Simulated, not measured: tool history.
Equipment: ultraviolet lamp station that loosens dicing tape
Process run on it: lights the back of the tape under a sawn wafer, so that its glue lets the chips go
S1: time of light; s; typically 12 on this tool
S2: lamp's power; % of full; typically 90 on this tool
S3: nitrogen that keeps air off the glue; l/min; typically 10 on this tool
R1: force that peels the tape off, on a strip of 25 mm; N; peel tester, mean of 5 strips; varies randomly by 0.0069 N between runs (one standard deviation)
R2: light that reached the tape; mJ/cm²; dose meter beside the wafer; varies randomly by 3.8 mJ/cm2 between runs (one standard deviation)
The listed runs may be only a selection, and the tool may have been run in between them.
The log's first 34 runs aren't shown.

| run | hour | S1 | S2 | S3 | R1 | R2 |
|---|---|---|---|---|---|---|
| 35 | 463.7 | 15 | 79 | 8 | 0.309 | 575 |
| 36 | 480.6 | 15 | 79 | 8 | 0.307 | 575 |
| 37 | 493 | 12 | 86 | 10 | 0.389 | 494 |
| 38 | 507.5 | 23 | 90 | 5 | 0.184 | 987 |
| 39 | 519.4 | 8 | 69 | 8 | 1.567 | 263 |
| 40 | 535.9 | 11 | 90 | 9 | 0.451 | 471 |
| 41 | 552.4 | 11 | 60 | 4 | 1.576 | 312 |
| 42 | 563.5 | 11 | 60 | 4 | 1.598 | 304 |
| 43 | 581.4 | 12 | 88 | 4 | 0.612 | 492 |

Predict each of these 4 candidate next runs independently; none follows another, all start after run 43:
| A | 590.7 | 8 | 80 | 8 | ? | ? |
| B | 590.7 | 12 | 90 | 11 | ? | ? |
| C | 590.7 | 8 | 65 | 13 | ? | ? |
| D | 590.7 | 21 | 88 | 4 | ? | ? |

| run | R1 | R2 |
|---|---|---|
| A | 1.3 | 293 |
| B | 0.379 | 498 |
| C | 1.578 | 245 |
| D | 0.224 | 856 |
Without the tool's unlogged condition, the same runs would have read:
| run | R1 | R2 |
|---|---|---|
| A | 0.766 | 381 |
| B | 0.243 | 645 |
| C | 0.962 | 317 |
| D | 0.188 | 1109 |
